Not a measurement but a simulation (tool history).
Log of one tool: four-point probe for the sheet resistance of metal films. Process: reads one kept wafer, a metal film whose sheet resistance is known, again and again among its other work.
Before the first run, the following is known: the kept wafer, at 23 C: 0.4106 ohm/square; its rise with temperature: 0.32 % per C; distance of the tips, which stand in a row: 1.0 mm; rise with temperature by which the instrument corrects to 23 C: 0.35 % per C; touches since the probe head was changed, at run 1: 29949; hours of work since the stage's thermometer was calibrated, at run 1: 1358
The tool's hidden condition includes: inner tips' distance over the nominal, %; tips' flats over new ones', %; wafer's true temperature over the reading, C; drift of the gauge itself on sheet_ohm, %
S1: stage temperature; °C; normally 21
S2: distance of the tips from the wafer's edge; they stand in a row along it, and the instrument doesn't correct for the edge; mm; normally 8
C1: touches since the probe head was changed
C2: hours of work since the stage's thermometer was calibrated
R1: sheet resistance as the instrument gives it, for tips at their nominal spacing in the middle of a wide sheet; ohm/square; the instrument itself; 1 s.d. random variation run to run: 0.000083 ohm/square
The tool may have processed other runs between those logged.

run,hour,S1,S2,C1,C2,R1
1,0,21,8,29949,1358,0.41441
2,19.7,21,8,30819,1373,0.414351
# hour 27.7: stage's thermometer calibrated
3,32.4,21,70,31358,4,0.410904
4,50.9,19,70,32178,18,0.411325
5,75.5,19,70,33265,37,0.411193
6,98,21,24,34262,54,0.411267
7,123.8,21,24,35402,74,0.411207
8,148.1,21,8,36477,93,0.414084
9,170.3,35,8,37463,110,0.412661
10,191.4,35,8,38397,127,0.412667
11,205.4,35,8,39015,137,0.4128
12,230,21,8,40104,156,0.414181
13,257.1,21,8,41303,177,0.414315
14,270.9,21,8,41914,188,0.414305
15,283.8,21,8,42481,198,0.41431
16,297.5,22,8,43087,208,0.414089
17,324.4,21,64,44278,229,0.411018
18,349.6,21,8,45395,249,0.414317
19,377.2,21,23,46617,270,0.411317
20,395.7,27,7,47433,284,0.414682
21,410,21,36,48066,295,0.410924
22,433.5,23,48,49106,314,0.410843
23,448.8,28,9,49784,325,0.412733
24,474.9,25,17,50938,346,0.411003
25,492.2,25,17,51702,359,0.41118
26,504.9,19,7,52264,369,0.415577
27,519.5,19,7,52909,380,0.41545
28,538.8,20,22,53765,395,0.411356
29,566.3,22,13,54982,416,0.412102
30,580.8,22,13,55624,427,0.412145
31,593.7,22,13,56192,437,0.41195
32,614.9,34,10,57133,454,0.411617
33,638.2,30,20,58161,472,0.410374
34,661.2,23,9,59182,490,0.413315
35,682.4,27,25,60116,506,0.4104

5 ways to go on from here, each from the tool as it stands after run 35. What would each give?
A,703.3,21,11,61045,522,?
B,703.3,20,50,61045,522,?
C,703.3,27,4,61045,522,?
D,703.3,22,5,61045,522,?
E,703.3,29,7,61045,522,?

run,R1
A,0.412666
B,0.410999
C,0.423364
D,0.41937
E,0.414526
What these runs would have given with no unlogged condition in the tool:
run,R1
A,0.412656
B,0.410989
C,0.423354
D,0.41936
E,0.414516
